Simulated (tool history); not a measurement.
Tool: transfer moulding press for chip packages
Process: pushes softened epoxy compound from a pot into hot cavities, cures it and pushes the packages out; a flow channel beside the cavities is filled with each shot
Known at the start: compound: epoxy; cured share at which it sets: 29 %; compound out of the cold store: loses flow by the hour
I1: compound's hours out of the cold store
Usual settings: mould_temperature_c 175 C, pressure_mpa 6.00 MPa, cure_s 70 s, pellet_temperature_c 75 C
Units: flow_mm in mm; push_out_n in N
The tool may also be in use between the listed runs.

Run 1, day 0.000: usual settings; I1 38.8. Result: flow_mm 481.0 mm, push_out_n 679 N.
Run 2, day 2.388: usual settings; I1 38.8. Result: flow_mm 488.8 mm, push_out_n 879 N.
Run 3, day 3.854: usual settings; I1 39.0. Result: flow_mm 486.9 mm, push_out_n 977 N.
Run 4, day 6.333: usual settings but pressure_mpa 4.79 MPa; I1 12.0. Result: flow_mm 480.3 mm, push_out_n 790 N.
Run 5, day 7.904: usual settings but pressure_mpa 6.22 MPa; I1 20.9. Result: flow_mm 525.1 mm, push_out_n 475 N.
Run 6, day 10.338: usual settings but mould_temperature_c 174 C; I1 21.1. Result: flow_mm 527.3 mm, push_out_n 947 N.
Run 7, day 11.671: usual settings but mould_temperature_c 174 C; I1 45.6. Result: flow_mm 478.7 mm, push_out_n 647 N.
Run 8, day 13.217: usual settings; I1 12.9. Result: flow_mm 539.6 mm, push_out_n 861 N.
Run 9, day 14.983: usual settings; I1 11.8. Result: flow_mm 538.5 mm, push_out_n 673 N.
Run 10, day 17.217: usual settings; I1 14.9. Result: flow_mm 529.1 mm, push_out_n 530 N.
Run 11, day 19.908: usual settings but mould_temperature_c 176 C; I1 31.1. Result: flow_mm 500.2 mm, push_out_n 791 N.
Run 12, day 21.125: usual settings but mould_temperature_c 176 C; I1 12.1. Result: flow_mm 537.6 mm, push_out_n 566 N.
Run 13, day 23.662: usual settings but mould_temperature_c 180 C; I1 17.3. Result: flow_mm 514.3 mm, push_out_n 425 N.
Run 14, day 26.396: usual settings but mould_temperature_c 178 C, cure_s 59 s; I1 24.6. Result: flow_mm 512.0 mm, push_out_n 1008 N.
Run 15, day 27.962: usual settings but cure_s 77 s, pellet_temperature_c 77 C; I1 46.1. Result: flow_mm 476.3 mm, push_out_n 628 N.
Run 16, day 30.304: usual settings but mould_temperature_c 172 C; I1 32.3. Result: flow_mm 501.8 mm, push_out_n 776 N.
Run 17, day 31.692: usual settings but mould_temperature_c 178 C; I1 45.2. Result: flow_mm 467.2 mm, push_out_n 767 N.
Run 18, day 33.054: usual settings but cure_s 62 s; I1 22.1. Result: flow_mm 514.8 mm, push_out_n 780 N.
Run 19, day 34.283: usual settings but cure_s 62 s; I1 15.7. Result: flow_mm 535.5 mm, push_out_n 1013 N.
Run 20, day 36.350: usual settings but cure_s 62 s; I1 27.9. Result: flow_mm 510.1 mm, push_out_n 818 N.
Run 21, day 37.854: usual settings but mould_temperature_c 177 C, pressure_mpa 5.47 MPa, cure_s 63 s, pellet_temperature_c 82 C; I1 40.6. Result: flow_mm 455.9 mm, push_out_n 866 N.
Run 22, day 39.492: usual settings but mould_temperature_c 174 C, cure_s 90 s; I1 16.2. Result: flow_mm 530.6 mm, push_out_n 552 N.
Run 23, day 40.912: usual settings but mould_temperature_c 174 C, cure_s 90 s; I1 34.2. Result: flow_mm 490.9 mm, push_out_n 709 N.
Run 24, day 42.450: usual settings but mould_temperature_c 174 C, cure_s 57 s, pellet_temperature_c 74 C; I1 27.5. Result: flow_mm 513.6 mm, push_out_n 1145 N.
Run 25, day 44.192: usual settings but mould_temperature_c 181 C; I1 33.1. Result: flow_mm 486.0 mm, push_out_n 731 N.
Run 26, day 46.688: usual settings but mould_temperature_c 179 C, cure_s 109 s, pellet_temperature_c 83 C; I1 23.8. Result: flow_mm 506.4 mm, push_out_n 650 N.

Taken out of this log: 24 entries between the listed runs. Where each belongs, and how the hidden state differs across it:
Between runs 1 and 2: cavities cleaned with cleaning compound and waxed (day 1.738); plunger's sealing rings changed (day 2.258)
  true mould temperature over the reading, C: -0.18 -> -0.23; pressure that reaches the compound, % of what is set: 96.08 -> 99.34; grip of the stained cavities, % over clean ones': 63.7 -> 122
  measured less the result without the state, flow_mm: -9.4 -> -1.2 mm; push_out_n: +269 -> +488 N
Between runs 3 and 4: cavities cleaned with cleaning compound and waxed (day 4.800)
  true mould temperature over the reading, C: -0.26 -> -0.31; pressure that reaches the compound, % of what is set: 98.54 -> 97.22; grip of the stained cavities, % over clean ones': 126.2 -> 77.1
  measured less the result without the state, flow_mm: -3.1 -> -6.2 mm; push_out_n: +548 -> +347 N
Between runs 4 and 5: cavities cleaned with cleaning compound and waxed (day 7.796)
  true mould temperature over the reading, C: -0.31 -> -0.33; pressure that reaches the compound, % of what is set: 97.22 -> 96.34; grip of the stained cavities, % over clean ones': 77.1 -> 8.7
  measured less the result without the state, flow_mm: -6.2 -> -9.3 mm; push_out_n: +347 -> +46 N
Between runs 5 and 6: plunger's sealing rings changed (day 10.079)
  true mould temperature over the reading, C: -0.33 -> -0.38; pressure that reaches the compound, % of what is set: 96.34 -> 99.85; grip of the stained cavities, % over clean ones': 8.7 -> 95.6
  measured less the result without the state, flow_mm: -9.3 -> +0.4 mm; push_out_n: +46 -> +472 N
Between runs 6 and 7: cavities cleaned with cleaning compound and waxed (day 10.900)
  true mould temperature over the reading, C: -0.38 -> -0.41; pressure that reaches the compound, % of what is set: 99.85 -> 99.14; grip of the stained cavities, % over clean ones': 95.6 -> 48.7
  measured less the result without the state, flow_mm: +0.4 -> -1.4 mm; push_out_n: +472 -> +219 N
Between runs 8 and 9: cavities cleaned with cleaning compound and waxed (day 13.962)
  true mould temperature over the reading, C: -0.44 -> -0.48; pressure that reaches the compound, % of what is set: 98.3 -> 97.29; grip of the stained cavities, % over clean ones': 93.4 -> 52.6
  measured less the result without the state, flow_mm: -3.8 -> -6.5 mm; push_out_n: +428 -> +242 N
Between runs 9 and 10: cavities cleaned with cleaning compound and waxed (day 16.979)
  true mould temperature over the reading, C: -0.48 -> -0.53; pressure that reaches the compound, % of what is set: 97.29 -> 96.1; grip of the stained cavities, % over clean ones': 52.6 -> 17
  measured less the result without the state, flow_mm: -6.5 -> -9.6 mm; push_out_n: +242 -> +89 N
Between runs 10 and 11: cavities cleaned with cleaning compound and waxed, once more (day 17.450); plunger's sealing rings changed (day 18.112); mould's thermocouples calibrated (day 19.525)
  true mould temperature over the reading, C: -0.53 -> -0.19; pressure that reaches the compound, % of what is set: 96.1 -> 98.02; grip of the stained cavities, % over clean ones': 17 -> 93.3
  measured less the result without the state, flow_mm: -9.6 -> -4.7 mm; push_out_n: +89 -> +382 N
Between runs 11 and 12: cavities cleaned with cleaning compound and waxed (day 20.542)
  true mould temperature over the reading, C: -0.19 -> -0.22; pressure that reaches the compound, % of what is set: 98.02 -> 97.4; grip of the stained cavities, % over clean ones': 93.3 -> 34.3
  measured less the result without the state, flow_mm: -4.7 -> -6.7 mm; push_out_n: +382 -> +148 N
Between runs 12 and 13: cavities cleaned with cleaning compound and waxed (day 23.483)
  true mould temperature over the reading, C: -0.22 -> -0.27; pressure that reaches the compound, % of what is set: 97.4 -> 96.01; grip of the stained cavities, % over clean ones': 34.3 -> 14.8
  measured less the result without the state, flow_mm: -6.7 -> -10.1 mm; push_out_n: +148 -> +57 N
Between runs 13 and 14: plunger's sealing rings changed (day 25.988)
  true mould temperature over the reading, C: -0.27 -> -0.33; pressure that reaches the compound, % of what is set: 96.01 -> 99.71; grip of the stained cavities, % over clean ones': 14.8 -> 103.5
  measured less the result without the state, flow_mm: -10.1 -> -0.1 mm; push_out_n: +57 -> +524 N
Between runs 14 and 15: cavities cleaned with cleaning compound and waxed (day 26.617)
  true mould temperature over the reading, C: -0.33 -> -0.36; pressure that reaches the compound, % of what is set: 99.71 -> 98.82; grip of the stained cavities, % over clean ones': 103.5 -> 65.3
  measured less the result without the state, flow_mm: -0.1 -> -2.2 mm; push_out_n: +524 -> +255 N
Between runs 15 and 16: cavities cleaned with cleaning compound and waxed (day 29.504)
  true mould temperature over the reading, C: -0.36 -> -0.41; pressure that reaches the compound, % of what is set: 98.82 -> 97.51; grip of the stained cavities, % over clean ones': 65.3 -> 48.2
  measured less the result without the state, flow_mm: -2.2 -> -5.6 mm; push_out_n: +255 -> +265 N
Between runs 17 and 18: cavities cleaned with cleaning compound and waxed (day 32.450)
  true mould temperature over the reading, C: -0.43 -> -0.46; pressure that reaches the compound, % of what is set: 96.83 -> 96.06; grip of the stained cavities, % over clean ones': 94.2 -> 37.8
  measured less the result without the state, flow_mm: -6.9 -> -9.6 mm; push_out_n: +374 -> +234 N
Between runs 18 and 19: plunger's sealing rings changed (day 33.896)
  true mould temperature over the reading, C: -0.46 -> -0.48; pressure that reaches the compound, % of what is set: 96.06 -> 99.32; grip of the stained cavities, % over clean ones': 37.8 -> 78.6
  measured less the result without the state, flow_mm: -9.6 -> -0.9 mm; push_out_n: +234 -> +468 N
Between runs 19 and 20: cavities cleaned with cleaning compound and waxed (day 35.508)
  true mould temperature over the reading, C: -0.48 -> -0.53; pressure that reaches the compound, % of what is set: 99.32 -> 98.22; grip of the stained cavities, % over clean ones': 78.6 -> 47.9
  measured less the result without the state, flow_mm: -0.9 -> -3.6 mm; push_out_n: +468 -> +289 N
Between runs 21 and 22: cavities cleaned with cleaning compound and waxed (day 38.588)
  true mould temperature over the reading, C: -0.56 -> -0.6; pressure that reaches the compound, % of what is set: 97.33 -> 96.41; grip of the stained cavities, % over clean ones': 90.6 -> 56.8
  measured less the result without the state, flow_mm: -5.3 -> -8.6 mm; push_out_n: +423 -> +203 N
Between runs 23 and 24: cavities cleaned with cleaning compound and waxed (day 41.504); plunger's sealing rings changed (day 41.771)
  true mould temperature over the reading, C: -0.63 -> -0.66; pressure that reaches the compound, % of what is set: 95.53 -> 99.5; grip of the stained cavities, % over clean ones': 96.8 -> 48.9
  measured less the result without the state, flow_mm: -10.2 -> -0.1 mm; push_out_n: +350 -> +415 N
Between runs 24 and 25: mould's thermocouples calibrated (day 43.775)
  true mould temperature over the reading, C: -0.66 -> 0.05; pressure that reaches the compound, % of what is set: 99.5 -> 98.61; grip of the stained cavities, % over clean ones': 48.9 -> 99.8
  measured less the result without the state, flow_mm: -0.1 -> -3.5 mm; push_out_n: +415 -> +365 N
Between runs 25 and 26: cavities cleaned with cleaning compound and waxed (day 44.667)
  true mould temperature over the reading, C: 0.05 -> 0; pressure that reaches the compound, % of what is set: 98.61 -> 97.24; grip of the stained cavities, % over clean ones': 99.8 -> 89.1
  measured less the result without the state, flow_mm: -3.5 -> -7.1 mm; push_out_n: +365 -> +307 N

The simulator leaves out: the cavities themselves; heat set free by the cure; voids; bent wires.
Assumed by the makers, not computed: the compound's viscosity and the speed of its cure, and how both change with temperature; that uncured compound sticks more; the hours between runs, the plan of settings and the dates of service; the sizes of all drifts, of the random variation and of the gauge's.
